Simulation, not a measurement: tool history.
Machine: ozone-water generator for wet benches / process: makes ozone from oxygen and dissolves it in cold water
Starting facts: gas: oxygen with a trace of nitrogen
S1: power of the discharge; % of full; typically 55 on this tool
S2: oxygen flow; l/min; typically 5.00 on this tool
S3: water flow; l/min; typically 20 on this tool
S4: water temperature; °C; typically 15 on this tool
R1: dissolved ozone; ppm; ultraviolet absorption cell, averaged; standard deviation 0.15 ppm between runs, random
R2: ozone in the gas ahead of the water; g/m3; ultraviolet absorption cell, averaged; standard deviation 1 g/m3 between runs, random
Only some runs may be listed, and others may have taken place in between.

run	day	S1	S2	S3	S4	R1	R2
1	0.000	55	5.00	20	15	16.8	152.9
2	3.925	55	5.00	20	15	16.9	152.9
# day 5.858: contactor cleaned
3	11.108	55	5.00	20	15	16.5	151.9
4	16.462	55	5.00	20	15	16.3	151.5
5	22.529	55	5.00	20	15	16.4	152.3
# day 27.458: contactor cleaned, once more
6	27.762	55	5.00	20	15	16.9	150.5
7	34.879	55	5.00	20	15	16.7	150.6
8	41.454	55	5.00	25	15	13.3	149.1
9	45.817	55	5.00	25	15	13.2	148.4
10	49.633	55	5.00	25	15	13.2	148.4
11	52.842	89	5.00	20	15	22.9	208.4
12	56.554	55	5.00	20	15	16.4	149.2
13	62.733	55	5.00	20	15	16.7	147.3
14	67.862	55	3.34	16	15	20.1	189.1
15	73.579	55	5.00	17	12	19.5	146.7
16	77.950	92	5.00	25	15	18.6	207.8
17	82.121	92	4.41	23	21	18.5	223.8
18	85.667	58	7.78	31	7	11.6	111.9
19	91.879	45	7.92	24	8	12.6	93.5
20	95.108	93	5.91	24	9	20.2	184.1
21	100.125	78	5.00	29	8	14.9	182.6
22	103.458	78	5.00	29	8	14.9	180.0
23	110.683	53	5.63	15	8	21.4	128.3
24	116.950	55	8.03	20	16	14.3	103.5
25	122.675	55	5.00	20	17	15.1	142.8
26	127.904	55	5.00	20	17	15.4	140.5

What if the next run were any one of these 3? Each begins from the tool's condition after run 26:
A	132.929	55	4.79	20	9	?	?
B	132.929	41	5.00	19	11	?	?
C	132.929	86	3.51	25	17	?	?

run	R1	R2
A	16.7	145.4
B	14.0	115.8
C	16.2	235.8
Take away the tool's hidden state, keep each run's random variation, and the runs would have read:
run	R1	R2
A	20.8	178.2
B	16.5	134.5
C	22.0	313.6
